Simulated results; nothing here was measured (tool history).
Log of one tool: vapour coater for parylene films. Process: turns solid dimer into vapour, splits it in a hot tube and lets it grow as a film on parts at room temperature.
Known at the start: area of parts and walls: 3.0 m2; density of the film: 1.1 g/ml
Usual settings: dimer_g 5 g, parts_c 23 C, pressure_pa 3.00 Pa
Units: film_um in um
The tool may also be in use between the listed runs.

run	hour	dimer_g	parts_c	pressure_pa	film_um
1	0.0	5	23	3.00	1.230
2	15.1	5	23	3.00	1.232
3	44.1	5	23	3.00	1.228
4	65.1	6	23	3.00	1.486
5	77.6	5	23	3.00	1.216
6	105.2	5	23	3.00	1.219
7	120.9	5	23	3.00	1.231
8	134.6	5	23	3.00	1.228
9	163.3	5	23	3.00	1.220
10	177.8	5	23	3.00	1.217
11	202.8	5	23	3.00	1.233
# hour 235.1: trap's valve overhauled
12	235.5	5	23	3.00	1.176
13	247.4	5	23	3.00	1.178
14	261.1	5	23	3.00	1.177
# hour 289.2: trap's valve overhauled, once more
15	290.8	5	23	3.00	1.283
16	319.5	5	23	3.00	1.281
17	340.5	5	23	3.00	1.288
18	357.9	5	17	8.94	1.293
19	377.6	4	17	9.05	1.037
20	392.9	4	17	9.05	1.036
21	418.1	2	23	8.88	0.431
22	445.7	2	30	4.01	0.370
23	461.3	2	30	4.01	0.373
24	480.9	5	33	5.64	0.805
25	493.0	6	28	2.48	1.353
26	520.1	7	25	2.48	1.735
27	539.1	5	23	2.40	1.324
28	560.9	5	30	3.00	1.010
29	579.6	5	26	9.65	0.928
30	605.1	8	28	5.62	1.495
31	620.0	5	17	2.07	1.420
32	641.8	5	17	2.07	1.439
33	667.0	5	20	3.00	1.395
34	689.2	5	20	3.00	1.407

4 ways to go on from here, each from the tool as it stands after run 34. What would each give?
A	703.2	2	27	4.67	?
B	703.2	3	20	3.00	?
C	703.2	3	27	8.04	?
D	703.2	7	31	7.67	?

run	film_um
A	0.404
B	0.840
C	0.554
D	1.120
Without the tool's hidden state the same runs would have given:
run	film_um
A	0.404
B	0.840
C	0.554
D	1.120
